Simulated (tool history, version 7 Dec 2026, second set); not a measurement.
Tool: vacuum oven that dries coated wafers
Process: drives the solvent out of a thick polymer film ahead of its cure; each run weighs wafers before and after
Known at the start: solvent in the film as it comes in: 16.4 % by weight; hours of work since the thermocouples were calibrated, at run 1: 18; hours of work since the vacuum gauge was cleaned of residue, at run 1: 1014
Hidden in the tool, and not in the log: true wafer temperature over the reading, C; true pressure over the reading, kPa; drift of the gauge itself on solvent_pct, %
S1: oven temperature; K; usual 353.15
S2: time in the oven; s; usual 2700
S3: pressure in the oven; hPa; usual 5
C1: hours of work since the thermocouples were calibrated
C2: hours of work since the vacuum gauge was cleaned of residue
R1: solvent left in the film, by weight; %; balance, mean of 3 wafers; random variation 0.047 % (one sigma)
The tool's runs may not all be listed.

Run 1, day 0: usual settings; C1 18; C2 1014. Result: R1 1.29 %.
Run 2, day 2.162: usual settings but S2 1380 s; C1 44; C2 1040. Result: R1 3.14 %.
Run 3, day 4.433: usual settings but S1 344.15 K; C1 71; C2 1067. Result: R1 2.7 %.
Run 4, day 6.55: usual settings but S2 2280 s; C1 97; C2 1092. Result: R1 1.61 %.
Run 5, day 9.179: usual settings but S2 2280 s; C1 128; C2 1124. Result: R1 1.65 %.
Run 6, day 10.254: usual settings but S2 2280 s; C1 141; C2 1137. Result: R1 1.69 %.
Run 7, day 11.375: usual settings but S2 2280 s; C1 154; C2 1150. Result: R1 1.67 %.
Run 8, day 12.646: usual settings but S2 2340 s; C1 169; C2 1165. Result: R1 1.63 %.
Run 9, day 15.188: usual settings but S2 2340 s; C1 200; C2 1195. Result: R1 1.63 %.
Run 10, day 17.371: usual settings; C1 226; C2 1221. Result: R1 1.28 %.
Run 11, day 19.529: usual settings; C1 251; C2 1247. Result: R1 1.35 %.
Run 12, day 21.433: usual settings; C1 274; C2 1270. Result: R1 1.42 %.
Run 13, day 23.242: usual settings but S1 349.15 K; C1 296; C2 1292. Result: R1 1.98 %.
Run 14, day 25.067: usual settings; C1 317; C2 1313. Result: R1 1.46 %.
Run 15, day 26.988: usual settings; C1 340; C2 1336. Result: R1 1.4 %.
Run 16, day 28.662: usual settings; C1 360; C2 1356. Result: R1 1.37 %.
Run 17, day 31.083: usual settings; C1 389; C2 1385. Result: R1 1.28 %.
Run 18, day 33.388: usual settings but S2 1980 s; C1 417; C2 1413. Result: R1 2.16 %.
Run 19, day 35.488: usual settings but S2 1980 s; C1 442; C2 1438. Result: R1 2.06 %.
Run 20, day 36.558: usual settings but S2 1980 s; C1 454; C2 1450. Result: R1 2.19 %.
Run 21, day 38.488: usual settings but S2 1980 s; C1 478; C2 1473. Result: R1 2.15 %.
Run 22, day 40.629: usual settings but S2 1980 s; C1 503; C2 1499. Result: R1 2.13 %.
Run 23, day 42.825: usual settings but S1 346.15 K, S2 1980 s, S3 3.3 hPa; C1 529; C2 1525. Result: R1 3.33 %.
Run 24, day 45.058: usual settings but S1 359.15 K, S2 4500 s; C1 556; C2 1552. Result: R1 0.83 %.
Run 25, day 46.55: usual settings but S1 351.15 K, S2 1800 s, S3 2.91 hPa; C1 574; C2 1570. Result: R1 2.56 %.
Run 26, day 48.925: usual settings but S1 351.15 K, S2 1800 s, S3 2.91 hPa; C1 602; C2 1598. Result: R1 2.56 %.
Run 27, day 50.05: usual settings but S1 351.15 K, S2 3240 s, S3 11.74 hPa; C1 615; C2 1611. Result: R1 2.37 %.
Run 28, day 51.654: usual settings but S1 341.15 K, S2 1440 s, S3 3.03 hPa; C1 635; C2 1630. Result: R1 5.91 %.
At day 52.388: oven's thermocouples calibrated.
Run 29, day 53.262: usual settings but S1 355.15 K, S2 1620 s, S3 11.43 hPa; C1 10; C2 1649. Result: R1 3.11 %.
Run 30, day 54.383: usual settings but S1 351.15 K, S2 1560 s, S3 5.31 hPa; C1 24; C2 1662. Result: R1 3.5 %.
Run 31, day 55.629: usual settings but S1 351.15 K, S2 1560 s, S3 8.42 hPa; C1 39; C2 1677. Result: R1 3.86 %.
Run 32, day 57.575: usual settings but S1 351.15 K, S2 1560 s, S3 8.42 hPa; C1 62; C2 1700. Result: R1 3.88 %.
Run 33, day 58.646: usual settings but S1 349.15 K, S2 1740 s, S3 3.57 hPa; C1 75; C2 1713. Result: R1 3.37 %.
Run 34, day 59.979: usual settings but S1 362.15 K, S2 3120 s, S3 17.09 hPa; C1 91; C2 1729. Result: R1 1.85 %.
Run 35, day 61.754: usual settings but S1 346.15 K, S2 2880 s; C1 112; C2 1750. Result: R1 2.43 %.
Run 36, day 64.275: usual settings but S1 364.15 K, S2 1320 s; C1 142; C2 1780. Result: R1 1.57 %.
Run 37, day 66.642: usual settings but S1 364.15 K, S2 1320 s; C1 170; C2 1808. Result: R1 1.55 %.
At day 68.242: oven's thermocouples calibrated, once more.
Run 38, day 69.229: usual settings but S1 368.15 K, S2 2640 s, S3 3.19 hPa; C1 12; C2 1838. Result: R1 0.47 %.
Run 39, day 70.725: usual settings but S1 342.15 K, S2 1740 s, S3 3.67 hPa; C1 30; C2 1856. Result: R1 4.95 %.
Run 40, day 73.167: usual settings but S1 342.15 K, S2 2580 s, S3 7.28 hPa; C1 59; C2 1885. Result: R1 3.9 %.
Run 41, day 75.354: usual settings but S1 342.15 K, S2 2580 s, S3 7.28 hPa; C1 85; C2 1911. Result: R1 3.89 %.
Run 42, day 77.188: usual settings but S1 355.15 K, S3 12.84 hPa; C1 107; C2 1933. Result: R1 2.08 %.
Run 43, day 79.592: usual settings but S1 355.15 K, S3 12.84 hPa; C1 135; C2 1962. Result: R1 2.14 %.
Run 44, day 81.617: usual settings but S1 355.15 K, S3 12.84 hPa; C1 160; C2 1986. Result: R1 2.11 %.

How the hidden state differs across the entries between the runs, from the last listed run before each to the first after it:
Between runs 28 and 29: oven's thermocouples calibrated (day 52.388)
  true wafer temperature over the reading, C: -0.61 -> -0.71; true pressure over the reading, kPa: 0.206 -> 0.208
  measured less the result without the state, R1: +0.46 -> +0.37 %
Between runs 37 and 38: oven's thermocouples calibrated, once more (day 68.242)
  true wafer temperature over the reading, C: -0.82 -> 0.09; true pressure over the reading, kPa: 0.229 -> 0.233
  measured less the result without the state, R1: +0.29 -> +0.16 %
